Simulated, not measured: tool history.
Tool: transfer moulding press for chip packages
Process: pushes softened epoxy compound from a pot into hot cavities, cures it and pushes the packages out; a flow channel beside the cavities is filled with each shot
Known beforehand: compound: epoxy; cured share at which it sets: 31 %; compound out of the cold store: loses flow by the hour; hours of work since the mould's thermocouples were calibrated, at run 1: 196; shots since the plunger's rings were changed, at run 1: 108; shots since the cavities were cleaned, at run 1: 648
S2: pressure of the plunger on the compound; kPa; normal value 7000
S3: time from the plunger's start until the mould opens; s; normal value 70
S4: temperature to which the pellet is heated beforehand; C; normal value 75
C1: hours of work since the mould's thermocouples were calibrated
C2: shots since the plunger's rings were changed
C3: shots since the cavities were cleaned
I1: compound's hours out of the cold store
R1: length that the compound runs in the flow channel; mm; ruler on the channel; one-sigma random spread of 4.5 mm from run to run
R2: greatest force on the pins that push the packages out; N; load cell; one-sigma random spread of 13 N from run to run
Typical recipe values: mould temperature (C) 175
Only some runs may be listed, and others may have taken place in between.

Run 1, day 0.000: usual settings; C1 196; C2 108; C3 648; I1 25.6. Result: R1 876 mm, R2 1034 N.
At day 0.346: cavities cleaned with cleaning compound and waxed.
Run 2, day 1.038: usual settings; C1 210; C2 412; C3 216; I1 31.0. Result: R1 852 mm, R2 792 N.
Run 3, day 2.288: usual settings; C1 227; C2 800; C3 604; I1 37.2. Result: R1 813 mm, R2 968 N.
At day 2.771: cavities cleaned with cleaning compound and waxed.
Run 4, day 3.558: usual settings; C1 243; C2 1174; C3 243; I1 12.5. Result: R1 933 mm, R2 858 N.
Run 5, day 5.071: usual settings; C1 264; C2 1645; C3 714; I1 21.2. Result: R1 877 mm, R2 1115 N.
At day 5.242: cavities cleaned with cleaning compound and waxed.
Run 6, day 6.050: usual settings; C1 277; C2 1929; C3 250; I1 37.8. Result: R1 794 mm, R2 788 N.
Run 7, day 6.771: usual settings; C1 287; C2 2154; C3 475; I1 27.3. Result: R1 846 mm, R2 1014 N.
Run 8, day 7.512: usual settings but mould temperature (C) 176; C1 297; C2 2384; C3 705; I1 42.1. Result: R1 768 mm, R2 944 N.
At day 7.654: cavities cleaned with cleaning compound and waxed.
Run 9, day 8.275: usual settings but mould temperature (C) 176; C1 307; C2 2602; C3 193; I1 38.1. Result: R1 792 mm, R2 705 N.
At day 9.562: plunger's sealing rings changed.
Run 10, day 9.879: usual settings but S3 52 s, S4 70 C; C1 327; C2 99; C3 659; I1 42.2. Result: R1 798 mm, R2 2152 N.
At day 10.171: cavities cleaned with cleaning compound and waxed.
At day 11.017: mould's thermocouples calibrated.
Run 11, day 11.017: usual settings but mould temperature (C) 170, S2 5930 kPa, S3 97 s, S4 84 C; C1 0; C2 406; C3 237; I1 20.8. Result: R1 842 mm, R2 529 N.
Run 12, day 12.017: usual settings but mould temperature (C) 177, S2 5930 kPa, S3 97 s, S4 80 C; C1 14; C2 718; C3 549; I1 32.0. Result: R1 770 mm, R2 554 N.
At day 12.675: cavities cleaned with cleaning compound and waxed.
Run 13, day 12.892: usual settings but mould temperature (C) 168, S2 8280 kPa, S3 97 s, S4 80 C; C1 25; C2 969; C3 66; I1 12.8. Result: R1 1036 mm, R2 493 N.
Run 14, day 13.896: usual settings but mould temperature (C) 178, S4 66 C; C1 39; C2 1281; C3 378; I1 47.6. Result: R1 748 mm, R2 732 N.
Run 15, day 14.696: usual settings but mould temperature (C) 178, S4 79 C; C1 50; C2 1530; C3 627; I1 43.7. Result: R1 765 mm, R2 800 N.

Branching from run 15: 5 alternative next runs. What would each branch give?
At day 15.192: cavities cleaned with cleaning compound and waxed.
Run A, day 15.567: usual settings but mould temperature (C) 178, S4 76 C; C1 61; C2 1781; C3 116; I1 9.4. Result: R1 ?, R2 ?.
At day 15.192: cavities cleaned with cleaning compound and waxed.
Run B, day 15.567: usual settings but mould temperature (C) 176, S2 7420 kPa; C1 61; C2 1781; C3 116; I1 8.2. Result: R1 ?, R2 ?.
At day 15.192: cavities cleaned with cleaning compound and waxed.
Run C, day 15.567: usual settings but mould temperature (C) 183, S4 79 C; C1 61; C2 1781; C3 116; I1 39.3. Result: R1 ?, R2 ?.
At day 15.192: cavities cleaned with cleaning compound and waxed.
Run D, day 15.567: usual settings but mould temperature (C) 182, S2 5970 kPa, S4 68 C; C1 61; C2 1781; C3 116; I1 17.0. Result: R1 ?, R2 ?.
At day 15.192: cavities cleaned with cleaning compound and waxed.
Run E, day 15.567: usual settings but mould temperature (C) 182, S4 79 C; C1 61; C2 1781; C3 116; I1 29.9. Result: R1 ?, R2 ?.

run   R1   R2
  A  938  623
  B  968  696
  C  774  449
  D  828  496
  E  824  454
With no hidden state in the tool, these same runs would have given:
run   R1   R2
  A  963  514
  B  994  574
  C  794  374
  D  850  412
  E  845  377
